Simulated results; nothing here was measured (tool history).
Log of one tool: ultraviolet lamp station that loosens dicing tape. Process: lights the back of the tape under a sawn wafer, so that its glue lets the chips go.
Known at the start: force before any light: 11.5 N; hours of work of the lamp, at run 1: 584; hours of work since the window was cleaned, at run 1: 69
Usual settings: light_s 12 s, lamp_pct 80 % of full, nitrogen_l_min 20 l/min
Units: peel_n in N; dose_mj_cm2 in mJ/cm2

run,hour,light_s,lamp_pct,nitrogen_l_min,hours of work of the lamp,hours of work since the window was cleaned,peel_n,dose_mj_cm2
1,0,12,80,20,584,69,2.081,280
2,42.6,12,80,20,615,100,2.179,273
3,86.9,12,80,20,648,133,2.29,270
4,122.8,12,80,20,674,159,2.314,264
5,174.1,12,80,20,712,197,2.427,245
6,198.1,12,80,20,730,214,2.581,240
7,244.2,12,80,20,764,248,2.716,237
8,283.4,12,80,20,793,277,2.754,224
9,329.4,12,80,20,827,311,2.925,221
# hour 339.3: window cleaned of glue's vapour
# hour 347.2: lamp changed
10,381.2,12,80,20,25,30,1.193,380
11,438.5,12,80,20,67,72,1.239,368
12,461.8,12,80,25,84,89,1.114,356
13,495.9,12,80,20,109,115,1.323,355
14,540.4,12,80,20,142,147,1.437,344
15,578,12,80,20,170,175,1.473,339
16,622.1,14,80,20,202,208,1.144,383
17,659.1,14,80,19,230,235,1.245,372
# hour 686.8: window cleaned of glue's vapour, once more
18,715.7,14,80,19,271,21,0.972,419
19,757.5,14,80,7,302,52,1.981,414
20,787.9,14,80,7,324,74,2.023,404
21,845.5,14,80,7,367,117,2.184,390
22,880.2,10,83,7,392,142,3.119,281
23,927.7,13,60,35,427,177,1.768,255
24,968.6,13,60,35,457,207,1.904,251
25,1023.1,13,60,35,497,248,2.103,238
26,1056.5,13,69,35,522,272,1.709,272
27,1106.4,13,69,35,559,309,1.806,259
# hour 1115.7: window cleaned of glue's vapour
28,1137.6,13,69,35,581,16,1.611,273
29,1188.2,12,80,11,619,53,2.756,285
30,1216,6,95,7,639,74,5.581,164
31,1253.6,10,98,7,667,102,3.422,272
32,1293,9,98,7,696,131,4.04,239
33,1341.4,9,98,7,731,166,4.093,229
34,1372.7,12,83,13,754,189,2.916,255
35,1411.2,12,83,13,783,218,3.112,249
36,1442.3,14,92,8,806,241,2.902,309
37,1473,14,92,8,828,263,2.914,299
# hour 1487.6: lamp changed
38,1504.2,12,98,15,12,285,0.854,484
# hour 1545.7: window cleaned of glue's vapour
39,1558.7,12,98,15,52,10,0.74,504

Some steps in peel_n between neighbouring runs. How much of each would the tool show without its hidden state too (settings, what came in, random variation), and how much is left for the hidden state, with any gauge scatter that isn't in both results?
The hidden state here: lamp's light, % of a new lamp's; light that the window lets through, % of a clean one's; drift of the gauge itself on peel_n, %; drift of the gauge itself on dose_mj_cm2, %.
Run 9 -> 10: window cleaned of glue's vapour, lamp changed. peel_n -1.732 N: hidden state -1.759, all else +0.027.
Run 28 -> 29: light_s 13 -> 12, lamp_pct 69 -> 80, nitrogen_l_min 35 -> 11. peel_n +1.145 N: hidden state +0.494, all else +0.651.
Run 29 -> 30: light_s 12 -> 6, lamp_pct 80 -> 95, nitrogen_l_min 11 -> 7. peel_n +2.825 N: hidden state +0.394, all else +2.431.
Run 30 -> 31: light_s 6 -> 10, lamp_pct 95 -> 98. peel_n -2.159 N: hidden state -0.102, all else -2.057.
Run 37 -> 38: light_s 14 -> 12, lamp_pct 92 -> 98, nitrogen_l_min 8 -> 15, lamp changed. peel_n -2.06 N: hidden state -1.837, all else -0.223.
